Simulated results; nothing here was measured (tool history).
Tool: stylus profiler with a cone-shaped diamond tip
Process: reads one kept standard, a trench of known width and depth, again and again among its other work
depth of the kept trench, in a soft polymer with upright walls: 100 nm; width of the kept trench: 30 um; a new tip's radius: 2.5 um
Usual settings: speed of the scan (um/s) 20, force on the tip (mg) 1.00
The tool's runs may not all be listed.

run     day  speed of the scan (um/s)  force on the tip (mg)  depth of the trench (nm)  width of the trench's floor (um)
  1   0.000                        20                   1.00                    100.71                             28.48
  2   0.583                        18                   1.00                    100.55                             28.46
  3   1.746                        20                   1.00                    100.63                             28.42
  4   2.362                        20                   1.00                    100.58                             28.46
  5   3.325                        20                   1.00                    100.68                             28.43
  6   4.288                        20                   1.00                    100.60                             28.44
  7   5.042                        20                   1.00                    100.62                             28.43
  8   6.029                        20                   1.00                    100.64                             28.38
  9   7.262                        20                   1.00                    100.63                             28.45
 10   8.196                        47                   1.00                    100.64                             28.34
 11   9.329                        47                   1.00                    100.57                             28.34
 12   9.875                        20                   1.00                    100.63                             28.41
 13  10.938                        20                   1.00                    100.57                             28.39
 14  12.104                        20                   1.00                    100.56                             28.43
 15  12.708                        20                   1.00                    100.58                             28.41
 16  13.550                        20                   0.65                    100.39                             28.41
 17  14.296                        20                   0.65                    100.40                             28.42
 18  15.317                        20                   0.65                    100.39                             28.39
 19  16.258                        20                   1.42                    100.76                             28.45
 20  17.162                        20                   1.42                    100.81                             28.40
 21  18.067                        20                   1.42                    100.77                             28.37
 22  18.842                        20                   1.42                    100.74                             28.37
 23  19.904                        20                   1.00                    100.55                             28.37
 24  20.738                        20                   1.00                    100.53                             28.35
 25  21.246                        20                   1.00                    100.56                             28.38
 26  22.062                        20                   1.00                    100.52                             28.40
 27  23.054                        47                   0.60                    100.33                             28.21
 28  23.738                        47                   0.60                    100.37                             28.21
 29  24.788                        63                   0.65                    100.37                             28.11
 30  25.896                        40                   1.02                    100.49                             28.24
 31  26.692                         8                   0.37                    100.19                             28.33
     26.821  -- height scale calibrated on a step standard
 32  27.417                         8                   0.42                    100.09                             28.39
 33  28.317                         8                   0.42                    100.11                             28.43
 34  28.896                        15                   0.58                    100.17                             28.30
     29.379  -- height scale calibrated on a step standard, once more
 35  29.871                        15                   0.58                    100.52                             28.37
 36  30.833                        22                   1.89                    101.11                             28.36
 37  31.508                        22                   1.89                    101.12                             28.33
 38  32.704                         8                   0.45                    100.32                             28.35
 39  33.204                        13                   1.07                    100.69                             28.34
 40  33.838                        13                   0.61                    100.43                             28.32
 41  34.783                        13                   0.61                    100.57                             28.34
 42  35.712                        14                   1.63                    100.99                             28.32
 43  36.358                        61                   0.72                    100.54                             28.10
 44  37.242                        61                   0.72                    100.49                             28.10
 45  37.850                        61                   0.72                    100.52                             28.03
 46  38.404                        28                   2.91                    101.37                             28.31
 47  39.104                        60                   1.00                    100.75                             28.13

Some steps in depth of the trench (nm) between neighbouring runs. How much of each would the tool show without its hidden state too (settings, what came in, random variation), and how much is left for the hidden state, with any gauge scatter that isn't in both results?
The hidden state here: radius of the tip, um; height scale over the true one, %; drift of the gauge itself on depth_nm, %; drift of the gauge itself on floor_um, %.
Run 26 -> 27: speed of the scan (um/s) 20 -> 47, force on the tip (mg) 1.00 -> 0.60. depth of the trench (nm) -0.19: hidden state -0.02, all else -0.17.
Run 31 -> 32: force on the tip (mg) 0.37 -> 0.42, height scale calibrated on a step standard. depth of the trench (nm) -0.10: hidden state -0.14, all else +0.04.
Run 34 -> 35: height scale calibrated on a step standard, once more. depth of the trench (nm) +0.35: hidden state +0.35, all else +0.00.
Run 37 -> 38: speed of the scan (um/s) 22 -> 8, force on the tip (mg) 1.89 -> 0.45. depth of the trench (nm) -0.80: hidden state -0.01, all else -0.79.
Run 45 -> 46: speed of the scan (um/s) 61 -> 28, force on the tip (mg) 0.72 -> 2.91. depth of the trench (nm) +0.85: hidden state -0.01, all else +0.86.
Run 46 -> 47: speed of the scan (um/s) 28 -> 60, force on the tip (mg) 2.91 -> 1.00. depth of the trench (nm) -0.62: hidden state +0.00, all else -0.62.

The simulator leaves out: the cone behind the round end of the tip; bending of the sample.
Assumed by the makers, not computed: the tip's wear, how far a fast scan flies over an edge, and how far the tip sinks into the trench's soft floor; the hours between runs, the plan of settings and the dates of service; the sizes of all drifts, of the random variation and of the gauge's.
